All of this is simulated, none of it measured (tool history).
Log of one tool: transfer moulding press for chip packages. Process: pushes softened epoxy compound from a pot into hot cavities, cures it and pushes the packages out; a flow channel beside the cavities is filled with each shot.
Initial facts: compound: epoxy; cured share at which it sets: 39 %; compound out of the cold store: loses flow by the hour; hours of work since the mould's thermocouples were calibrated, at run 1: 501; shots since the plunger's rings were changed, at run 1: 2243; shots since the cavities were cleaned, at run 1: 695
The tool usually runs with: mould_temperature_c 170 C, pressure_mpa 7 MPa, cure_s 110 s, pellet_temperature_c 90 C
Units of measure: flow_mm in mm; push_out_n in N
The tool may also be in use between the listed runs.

run,hour,mould_temperature_c,pressure_mpa,cure_s,pellet_temperature_c,hours of work since the mould's thermocouples were calibrated,shots since the plunger's rings were changed,shots since the cavities were cleaned,incoming compound's hours out of the cold store,flow_mm,push_out_n
1,0,170,7,110,90,501,2243,695,35.2,836,1152
# hour 15: cavities cleaned with cleaning compound and waxed
2,20.3,170,7,110,90,516,2512,76,12.5,891,766
3,33.1,170,7,110,90,526,2694,258,38.4,820,909
4,61.6,170,7,110,90,549,3099,663,34.9,817,1217
# hour 80.2: cavities cleaned with cleaning compound and waxed
5,82.5,170,7,110,90,564,3376,33,31,827,684
6,96.5,170,7,148,90,576,3575,232,9.1,882,684
7,114.3,170,7,110,90,590,3829,486,23.2,833,1079
8,133.2,170,7,110,85,605,4099,756,29.6,813,1185
# hour 144.8: cavities cleaned with cleaning compound and waxed
9,152.6,170,7,110,85,619,4354,111,11.6,850,811
# hour 156.2: mould's thermocouples calibrated
10,175.3,170,7,110,85,15,4650,407,28.3,814,1037
11,200.2,170,7,110,85,35,5005,762,32.7,794,1135
# hour 210.6: cavities cleaned with cleaning compound and waxed
12,218.6,170,7,110,85,48,5246,114,21.5,810,758
13,242.4,170,7,110,85,67,5585,453,32.6,791,1021
# hour 265.6: plunger's sealing rings changed
14,270,170,6.91,110,90,87,64,811,36.6,871,1141
# hour 277.2: cavities cleaned with cleaning compound and waxed
15,297.6,175,7,110,90,108,435,291,45.6,830,733
16,314,170,7,110,94,121,670,526,43.7,843,1040
17,331.4,175,5.37,110,90,135,918,774,10.8,788,984
# hour 342: cavities cleaned with cleaning compound and waxed
18,349.8,175,5.73,110,90,148,1158,111,15.1,813,643
19,361.6,175,5.73,110,90,158,1326,279,25.7,775,738
20,381.2,175,5.73,110,90,173,1606,559,17.5,772,894
21,400.7,174,7,110,99,189,1884,837,20.1,846,967
# hour 407: cavities cleaned with cleaning compound and waxed
22,415.5,174,5.36,117,83,199,2073,120,28.7,744,604
23,429.3,174,5.36,117,83,210,2270,317,23,735,748
24,448.5,170,7,118,88,226,2544,591,38.8,822,991
25,467.2,170,7,118,88,241,2810,857,21.6,859,1089
# hour 471.3: cavities cleaned with cleaning compound and waxed
26,488.3,176,6.58,102,88,256,3090,242,21.4,808,781
27,511.3,176,6.58,102,91,274,3418,570,14.8,793,915

Consider 3 possible next runs. They are alternatives, not a sequence: every one starts from the tool as it was left by run 27. What does each give?
# hour 535.9: cavities cleaned with cleaning compound and waxed
A,541.5,178,7,110,90,297,3827,80,28.6,?,?
# hour 535.9: cavities cleaned with cleaning compound and waxed
B,541.5,163,6.98,102,91,297,3827,80,36.1,?,?
# hour 535.9: cavities cleaned with cleaning compound and waxed
C,541.5,176,6.58,141,91,297,3827,80,44.5,?,?

run,flow_mm,push_out_n
A,800,539
B,833,1391
C,724,509
Without the tool's unlogged condition, the same runs would have read:
run,flow_mm,push_out_n
A,860,460
B,895,1165
C,779,435
